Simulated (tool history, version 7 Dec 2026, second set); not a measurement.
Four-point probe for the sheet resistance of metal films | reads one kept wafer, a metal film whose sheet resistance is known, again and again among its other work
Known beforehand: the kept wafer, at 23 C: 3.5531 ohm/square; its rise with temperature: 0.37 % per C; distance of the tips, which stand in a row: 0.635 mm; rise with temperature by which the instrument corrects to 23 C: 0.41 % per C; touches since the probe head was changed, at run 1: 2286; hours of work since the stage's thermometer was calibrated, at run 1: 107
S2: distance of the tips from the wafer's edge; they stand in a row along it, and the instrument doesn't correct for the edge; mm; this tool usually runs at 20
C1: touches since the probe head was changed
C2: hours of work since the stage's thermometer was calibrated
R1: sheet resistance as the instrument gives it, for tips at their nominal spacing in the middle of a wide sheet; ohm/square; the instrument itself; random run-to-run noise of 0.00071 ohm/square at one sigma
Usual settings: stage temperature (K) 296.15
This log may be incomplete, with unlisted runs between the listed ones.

Run 1, hour 0: usual settings; C1 2286; C2 107. Result: R1 3.549308 ohm/square.
Run 2, hour 92.1: usual settings but S2 4 mm; C1 6007; C2 151. Result: R1 3.594683 ohm/square.
Run 3, hour 180.1: usual settings but S2 4 mm; C1 9558; C2 193. Result: R1 3.596345 ohm/square.
Run 4, hour 244.9: usual settings but S2 4 mm; C1 12175; C2 224. Result: R1 3.594893 ohm/square.
Run 5, hour 362.6: usual settings but S2 4 mm; C1 16931; C2 281. Result: R1 3.597141 ohm/square.
Run 6, hour 477.9: usual settings but stage temperature (K) 292.15, S2 4 mm; C1 21586; C2 336. Result: R1 3.603121 ohm/square.
Run 7, hour 570.8: usual settings but stage temperature (K) 292.15, S2 4 mm; C1 25339; C2 381. Result: R1 3.601592 ohm/square.
Run 8, hour 637.3: usual settings; C1 28024; C2 413. Result: R1 3.551267 ohm/square.
Run 9, hour 689.6: usual settings; C1 30135; C2 438. Result: R1 3.552273 ohm/square.
Run 10, hour 779.2: usual settings but stage temperature (K) 302.15; C1 33755; C2 481. Result: R1 3.543945 ohm/square.
Run 11, hour 893.2: usual settings but stage temperature (K) 302.15, S2 25 mm; C1 38360; C2 535. Result: R1 3.54255 ohm/square.
Run 12, hour 969.2: usual settings but stage temperature (K) 302.15, S2 25 mm; C1 41427; C2 572. Result: R1 3.542474 ohm/square.
Run 13, hour 1034.7: usual settings but S2 6 mm; C1 44073; C2 603. Result: R1 3.572704 ohm/square.
Run 14, hour 1092.1: usual settings but S2 6 mm; C1 46390; C2 631. Result: R1 3.572056 ohm/square.
Run 15, hour 1156.7: usual settings but S2 6 mm; C1 49000; C2 662. Result: R1 3.573259 ohm/square.
Run 16, hour 1207: usual settings but S2 6 mm; C1 51032; C2 686. Result: R1 3.572644 ohm/square.
Run 17, hour 1314: usual settings but S2 23 mm; C1 55352; C2 737. Result: R1 3.553772 ohm/square.
Run 18, hour 1368.8: usual settings but S2 23 mm; C1 57566; C2 763. Result: R1 3.553107 ohm/square.
Run 19, hour 1473.8: usual settings; C1 61807; C2 814. Result: R1 3.553787 ohm/square.
Run 20, hour 1588.5: usual settings; C1 66437; C2 869. Result: R1 3.554217 ohm/square.
Run 21, hour 1652.8: usual settings but S2 3 mm; C1 69036; C2 899. Result: R1 3.637297 ohm/square.
Run 22, hour 1725.2: usual settings but S2 3 mm; C1 71959; C2 934. Result: R1 3.638762 ohm/square.
Run 23, hour 1841.2: usual settings but stage temperature (K) 305.15, S2 32 mm; C1 76645; C2 990. Result: R1 3.543418 ohm/square.
Run 24, hour 1926.6: usual settings but stage temperature (K) 305.15, S2 32 mm; C1 80094; C2 1031. Result: R1 3.543212 ohm/square.
Run 25, hour 2038.4: usual settings but stage temperature (K) 304.15, S2 38 mm; C1 84609; C2 1084. Result: R1 3.543953 ohm/square.
Run 26, hour 2095.3: usual settings but stage temperature (K) 295.15, S2 62 mm; C1 86908; C2 1112. Result: R1 3.558293 ohm/square.
Run 27, hour 2156.9: usual settings but stage temperature (K) 295.15, S2 8 mm; C1 89395; C2 1141. Result: R1 3.567144 ohm/square.
Run 28, hour 2232.6: usual settings but stage temperature (K) 295.15, S2 8 mm; C1 92451; C2 1177. Result: R1 3.569282 ohm/square.
Run 29, hour 2350.9: usual settings but stage temperature (K) 307.15, S2 19 mm; C1 97229; C2 1234. Result: R1 3.543151 ohm/square.
Run 30, hour 2468: usual settings but stage temperature (K) 295.15; C1 101959; C2 1290. Result: R1 3.559174 ohm/square.
Run 31, hour 2554.5: usual settings but stage temperature (K) 306.15, S2 51 mm; C1 105451; C2 1332. Result: R1 3.542966 ohm/square.
Run 32, hour 2608.3: usual settings but stage temperature (K) 306.15, S2 51 mm; C1 107622; C2 1358. Result: R1 3.542438 ohm/square.
Run 33, hour 2716.6: usual settings but stage temperature (K) 306.15, S2 51 mm; C1 111998; C2 1410. Result: R1 3.543852 ohm/square.
Run 34, hour 2777.2: usual settings but stage temperature (K) 305.15, S2 45 mm; C1 114446; C2 1439. Result: R1 3.545107 ohm/square.
Run 35, hour 2878.7: usual settings but stage temperature (K) 291.15, S2 47 mm; C1 118546; C2 1487. Result: R1 3.565056 ohm/square.
Run 36, hour 2990.7: usual settings but stage temperature (K) 295.15, S2 30 mm; C1 123066; C2 1541. Result: R1 3.561203 ohm/square.
Run 37, hour 3052.3: usual settings but stage temperature (K) 295.15, S2 30 mm; C1 125557; C2 1570. Result: R1 3.559911 ohm/square.
Run 38, hour 3161.7: usual settings but stage temperature (K) 295.15, S2 30 mm; C1 129974; C2 1623. Result: R1 3.559858 ohm/square.
Run 39, hour 3272.3: usual settings but stage temperature (K) 306.15, S2 30 mm; C1 134439; C2 1676. Result: R1 3.547823 ohm/square.
Run 40, hour 3360.1: usual settings but stage temperature (K) 295.15, S2 31 mm; C1 137986; C2 1718. Result: R1 3.561861 ohm/square.
Run 41, hour 3425.6: usual settings but stage temperature (K) 295.15, S2 31 mm; C1 140629; C2 1749. Result: R1 3.560213 ohm/square.
Run 42, hour 3478.5: usual settings but stage temperature (K) 291.15, S2 50 mm; C1 142766; C2 1775. Result: R1 3.566251 ohm/square.
Run 43, hour 3601.8: usual settings but S2 7 mm; C1 147745; C2 1834. Result: R1 3.576899 ohm/square.
Run 44, hour 3672.9: usual settings but stage temperature (K) 295.15, S2 27 mm; C1 150618; C2 1868. Result: R1 3.563241 ohm/square.

Some steps in R1 between neighbouring runs. How much of each would the tool show without its hidden state too (settings, what came in, random variation), and how much is left for the hidden state, with any gauge scatter that isn't in both results?
The hidden state here: inner tips' distance over the nominal, %; tips' flats over new ones', %; wafer's true temperature over the reading, C; drift of the gauge itself on sheet_ohm, %.
Run 7 -> 8: stage temperature (K) 292.15 -> 296.15, S2 4 -> 20. R1 -0.050325 ohm/square: hidden state +0.000346, all else -0.050671.
Run 20 -> 21: S2 20 -> 3. R1 +0.08308 ohm/square: hidden state +0.000219, all else +0.082861.
Run 22 -> 23: stage temperature (K) 296.15 -> 305.15, S2 3 -> 32. R1 -0.095344 ohm/square: hidden state +0.00048, all else -0.095824.
Run 28 -> 29: stage temperature (K) 295.15 -> 307.15, S2 8 -> 19. R1 -0.026131 ohm/square: hidden state +0.000602, all else -0.026733.
Run 38 -> 39: stage temperature (K) 295.15 -> 306.15. R1 -0.012035 ohm/square: hidden state +0.000632, all else -0.012667.
Run 42 -> 43: stage temperature (K) 291.15 -> 296.15, S2 50 -> 7. R1 +0.010648 ohm/square: hidden state +0.000533, all else +0.010115.

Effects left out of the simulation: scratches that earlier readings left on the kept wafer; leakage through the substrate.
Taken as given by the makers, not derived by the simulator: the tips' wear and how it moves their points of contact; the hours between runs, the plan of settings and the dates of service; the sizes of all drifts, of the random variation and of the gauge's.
